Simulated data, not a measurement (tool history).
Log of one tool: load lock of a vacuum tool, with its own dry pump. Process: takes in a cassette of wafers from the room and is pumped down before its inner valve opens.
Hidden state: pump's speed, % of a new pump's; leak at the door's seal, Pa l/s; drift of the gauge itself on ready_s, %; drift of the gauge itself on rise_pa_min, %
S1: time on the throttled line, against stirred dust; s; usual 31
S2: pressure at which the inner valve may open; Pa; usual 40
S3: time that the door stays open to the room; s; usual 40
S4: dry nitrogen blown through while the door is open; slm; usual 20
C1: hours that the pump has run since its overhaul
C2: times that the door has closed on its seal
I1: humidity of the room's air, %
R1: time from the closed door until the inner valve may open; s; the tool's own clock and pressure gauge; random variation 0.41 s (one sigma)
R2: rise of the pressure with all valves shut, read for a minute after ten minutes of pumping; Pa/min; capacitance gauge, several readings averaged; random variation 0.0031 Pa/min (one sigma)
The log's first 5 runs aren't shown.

run,hour,S1,S2,S3,S4,C1,C2,I1,R1,R2
6,1599.6,31,40,40,36,5891,7086,46.4,49.1,0.079
7,1940.8,31,44,40,36,6232,8598,45.2,49,0.085
8,2282.1,31,44,40,36,6574,10110,46.9,48.7,0.093
9,2504.1,31,44,40,36,6796,11093,43.7,49.5,0.101
10,2711.1,31,40,40,20,7003,12010,44.8,49.4,0.124
11,2935.5,31,44,40,20,7227,13004,47.9,49,0.131
12,3191.9,31,44,40,20,7484,14140,45.8,49.8,0.138
13,3414.2,31,44,40,20,7706,15125,43.7,50.7,0.152
14,3792.3,31,40,40,20,8084,16800,46.1,51.1,0.163
15,4201,31,40,40,20,8493,18610,44.7,51.1,0.177
16,4562.5,31,40,40,20,8854,20212,49.6,50.8,0.19
17,4987.3,31,40,40,20,9279,22094,44,51,0.205
18,5357.4,31,40,40,20,9649,23733,45.1,51.7,0.23
19,5760.1,31,40,40,20,10052,25518,46.2,51.1,0.244

Run 20 comes next. What will it give?
20,6117.9,31,40,40,20,10410,27103,44.6,?,?

{"run 20": {"R1": 51.5, "R2": 0.272}}
Without the tool's hidden state the same run would have given R1 47 s, R2 0.058 Pa/min.
